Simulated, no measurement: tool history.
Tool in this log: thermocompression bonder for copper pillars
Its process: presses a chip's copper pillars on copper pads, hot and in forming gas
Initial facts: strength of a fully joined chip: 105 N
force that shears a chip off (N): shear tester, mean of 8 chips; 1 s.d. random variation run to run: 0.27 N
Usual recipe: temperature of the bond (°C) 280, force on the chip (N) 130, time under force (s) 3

run,hour,temperature of the bond (°C),force on the chip (N),time under force (s),force that shears a chip off (N)
1,0,280,130,3,58.2
2,12.3,280,158,3,63.4
3,18.4,280,130,3,57.9
4,27,280,130,3,58.5
5,38.8,289,130,3,64.1
6,49.2,306,130,3,74.4
7,56.2,306,130,3,74.9
8,61.6,306,130,3,74.9
9,67.6,306,130,3,75.6
10,75.5,306,130,3,74.7
11,86.9,280,130,3,57.5
12,94.5,278,130,3,56.5
13,100,278,130,3,56.5
14,110.2,280,109,3,52.8
15,120.2,280,97,3,50.2
16,128.5,280,82,3,45.6
17,141,280,130,3,57.7
18,148.8,280,130,3,57.4
19,160.8,255,130,3,41
20,168.4,280,130,3,57.4
21,179.4,257,130,8,58.7
# hour 187.2: forming gas filter changed
22,188.1,257,130,8,62.5
23,200.2,262,138,3,49.6
24,207,278,141,3,61.4
25,219.3,278,141,3,61.4
26,229.2,263,79,3,36.8
27,240.1,306,122,3,75.9
28,246.2,284,122,3,61.7
29,252.3,264,122,3,47.5
30,259.9,283,130,3,62.4
31,271.5,272,113,5,60.5
32,282.9,306,130,4,82.6
33,294.8,306,130,4,82.4
34,303.1,295,130,3,69.7
35,313.9,272,89,3,44.6
36,320.6,253,194,3,51.8
37,332.9,283,130,3,61.5
38,340.1,283,130,2,54.4
39,349,272,126,8,71.3
40,354.7,272,126,8,71.5

Forecast each of these 3 alternatives for the next run:
A,363.2,250,126,8,?
B,363.2,272,81,5,?
C,363.2,267,115,6,?

run,force that shears a chip off (N)
A,55
B,50.9
C,59.9
With no hidden state in the tool, these same runs would have given:
run,force that shears a chip off (N)
A,53.4
B,49.6
C,58.6
